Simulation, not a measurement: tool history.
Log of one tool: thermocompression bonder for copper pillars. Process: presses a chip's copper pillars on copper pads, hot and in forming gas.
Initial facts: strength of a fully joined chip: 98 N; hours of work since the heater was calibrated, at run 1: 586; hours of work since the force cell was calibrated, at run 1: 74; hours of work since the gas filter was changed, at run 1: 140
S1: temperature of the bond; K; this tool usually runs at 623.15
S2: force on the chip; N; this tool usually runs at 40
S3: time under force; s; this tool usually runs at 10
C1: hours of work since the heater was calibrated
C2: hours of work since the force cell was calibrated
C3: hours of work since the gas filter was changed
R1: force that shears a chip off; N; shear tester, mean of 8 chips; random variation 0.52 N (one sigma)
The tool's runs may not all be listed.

run 1 hour=0.0 | S1=623.15 S2=40 S3=10 | C1=586 C2=74 C3=140 | R1=56.5
run 2 hour=21.3 | S1=623.15 S2=40 S3=10 | C1=600 C2=89 C3=154 | R1=56.6
run 3 hour=50.3 | S1=623.15 S2=40 S3=10 | C1=620 C2=108 C3=174 | R1=55.7
run 4 hour=70.3 | S1=623.15 S2=40 S3=10 | C1=633 C2=122 C3=187 | R1=55.0
run 5 hour=98.2 | S1=623.15 S2=40 S3=10 | C1=652 C2=141 C3=206 | R1=54.8
-- hour=124.1 forming gas filter changed
run 6 hour=125.7 | S1=623.15 S2=40 S3=10 | C1=670 C2=159 C3=1 | R1=60.1
run 7 hour=140.4 | S1=623.15 S2=40 S3=10 | C1=680 C2=169 C3=11 | R1=59.6
run 8 hour=165.9 | S1=623.15 S2=40 S3=10 | C1=698 C2=186 C3=28 | R1=60.3
run 9 hour=186.4 | S1=623.15 S2=40 S3=10 | C1=711 C2=200 C3=42 | R1=59.4
run 10 hour=212.2 | S1=623.15 S2=40 S3=10 | C1=729 C2=218 C3=60 | R1=57.5
run 11 hour=246.0 | S1=623.15 S2=40 S3=10 | C1=752 C2=241 C3=83 | R1=58.8
run 12 hour=274.5 | S1=636.15 S2=40 S3=10 | C1=771 C2=260 C3=102 | R1=62.9
run 13 hour=304.0 | S1=636.15 S2=40 S3=10 | C1=791 C2=280 C3=122 | R1=61.3
run 14 hour=338.5 | S1=638.15 S2=40 S3=10 | C1=814 C2=303 C3=145 | R1=61.6
run 15 hour=362.1 | S1=623.15 S2=44 S3=10 | C1=830 C2=319 C3=161 | R1=58.2
run 16 hour=376.5 | S1=623.15 S2=40 S3=10 | C1=840 C2=329 C3=171 | R1=54.3
run 17 hour=395.2 | S1=623.15 S2=40 S3=10 | C1=853 C2=341 C3=183 | R1=54.5
run 18 hour=416.4 | S1=623.15 S2=40 S3=10 | C1=867 C2=356 C3=198 | R1=54.3
run 19 hour=449.1 | S1=623.15 S2=40 S3=10 | C1=889 C2=378 C3=220 | R1=52.5
-- hour=456.8 forming gas filter changed
run 20 hour=481.5 | S1=623.15 S2=40 S3=10 | C1=911 C2=399 C3=17 | R1=59.0

For run 21, what comes out?
run 21 hour=510.1 | S1=623.15 S2=40 S3=10 | C1=930 C2=419 C3=36 | R1=?

For run 21 the tool returned R1 58.2 N.
With no hidden state in the tool, this same run would have given R1 61.6 N.
